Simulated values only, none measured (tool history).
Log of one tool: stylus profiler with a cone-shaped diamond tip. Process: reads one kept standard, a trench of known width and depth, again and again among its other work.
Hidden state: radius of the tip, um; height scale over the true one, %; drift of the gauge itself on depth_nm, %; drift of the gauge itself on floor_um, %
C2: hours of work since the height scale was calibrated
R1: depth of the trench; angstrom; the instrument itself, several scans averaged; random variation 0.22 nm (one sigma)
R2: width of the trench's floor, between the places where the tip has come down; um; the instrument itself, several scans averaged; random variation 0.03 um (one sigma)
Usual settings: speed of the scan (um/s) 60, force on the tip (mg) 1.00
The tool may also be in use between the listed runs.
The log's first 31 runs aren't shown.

{"run": 32, "day": 16.175, "speed of the scan (um/s)": 169, "force on the tip (mg)": 1.0, "scans with this tip": 11047, "C2": 975, "R1": 10027.8, "R2": 90.95}
{"run": 33, "day": 16.717, "speed of the scan (um/s)": 169, "force on the tip (mg)": 1.0, "scans with this tip": 11123, "C2": 981, "R1": 10029.1, "R2": 90.91}
{"run": 34, "day": 17.112, "speed of the scan (um/s)": 61, "force on the tip (mg)": 2.76, "scans with this tip": 11178, "C2": 986, "R1": 10078.4, "R2": 91.98}
{"run": 35, "day": 17.829, "speed of the scan (um/s)": 15, "force on the tip (mg)": 2.82, "scans with this tip": 11278, "C2": 995, "R1": 10079.5, "R2": 92.14}
{"run": 36, "day": 18.204, "speed of the scan (um/s)": 72, "force on the tip (mg)": 0.9, "scans with this tip": 11330, "C2": 1000, "R1": 10025.2, "R2": 91.63}
{"run": 37, "day": 18.512, "speed of the scan (um/s)": 72, "force on the tip (mg)": 0.9, "scans with this tip": 11373, "C2": 1003, "R1": 10026.9, "R2": 91.64}
{"run": 38, "day": 19.042, "speed of the scan (um/s)": 192, "force on the tip (mg)": 1.03, "scans with this tip": 11447, "C2": 1010, "R1": 10029.5, "R2": 90.75}
{"run": 39, "day": 19.529, "speed of the scan (um/s)": 106, "force on the tip (mg)": 0.73, "scans with this tip": 11515, "C2": 1016, "R1": 10018.7, "R2": 91.27}

Forecast each of these 4 alternatives for the next run:
{"run": "A", "day": 19.879, "speed of the scan (um/s)": 127, "force on the tip (mg)": 0.79, "scans with this tip": 11563, "C2": 1020, "R1": "?", "R2": "?"}
{"run": "B", "day": 19.879, "speed of the scan (um/s)": 106, "force on the tip (mg)": 0.47, "scans with this tip": 11563, "C2": 1020, "R1": "?", "R2": "?"}
{"run": "C", "day": 19.879, "speed of the scan (um/s)": 21, "force on the tip (mg)": 2.44, "scans with this tip": 11563, "C2": 1020, "R1": "?", "R2": "?"}
{"run": "D", "day": 19.879, "speed of the scan (um/s)": 135, "force on the tip (mg)": 0.86, "scans with this tip": 11563, "C2": 1020, "R1": "?", "R2": "?"}

run=A R1=10021.1 R2=91.07
run=B R1=10009.5 R2=90.92
run=C R1=10072.6 R2=92.05
run=D R1=10025.4 R2=91.05
Without the tool's hidden state the same runs would have given:
run=A R1=10042.7 R2=92.87
run=B R1=10031.0 R2=92.72
run=C R1=10094.3 R2=93.85
run=D R1=10047.0 R2=92.85
